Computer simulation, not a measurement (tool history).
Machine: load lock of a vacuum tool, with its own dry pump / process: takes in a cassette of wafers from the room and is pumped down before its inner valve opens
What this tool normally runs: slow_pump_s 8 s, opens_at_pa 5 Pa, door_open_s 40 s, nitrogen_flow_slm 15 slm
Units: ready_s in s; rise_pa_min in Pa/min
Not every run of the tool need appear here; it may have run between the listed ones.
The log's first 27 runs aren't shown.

run,day,slow_pump_s,opens_at_pa,door_open_s,nitrogen_flow_slm,"incoming humidity of the room's air, %",ready_s,rise_pa_min
28,101.3,8,5,41,27,49.8,18,0.058
29,106.229,6,4,44,34,44,16.8,0.057
30,110.762,10,7,34,7,45.8,19.1,0.078
31,115.517,5,5,63,15,48.5,15.8,0.083
32,117.754,13,4,53,13,45.5,21.8,0.083
33,120.075,13,4,53,13,46.9,22,0.082
34,123.838,8,8,29,11,46.9,17.4,0.069
35,126.983,14,8,29,11,43.9,21.6,0.065
36,131.796,8,5,34,38,43.7,18,0.051

Run 37 comes next. What will it give?
37,134.246,8,5,34,38,45.2,?,?

Run 37 came out at ready_s 18.1 s, rise_pa_min 0.04 Pa/min.
Minus the tool's unlogged condition, the same run would have read ready_s 18.1 s, rise_pa_min 0.04 Pa/min.

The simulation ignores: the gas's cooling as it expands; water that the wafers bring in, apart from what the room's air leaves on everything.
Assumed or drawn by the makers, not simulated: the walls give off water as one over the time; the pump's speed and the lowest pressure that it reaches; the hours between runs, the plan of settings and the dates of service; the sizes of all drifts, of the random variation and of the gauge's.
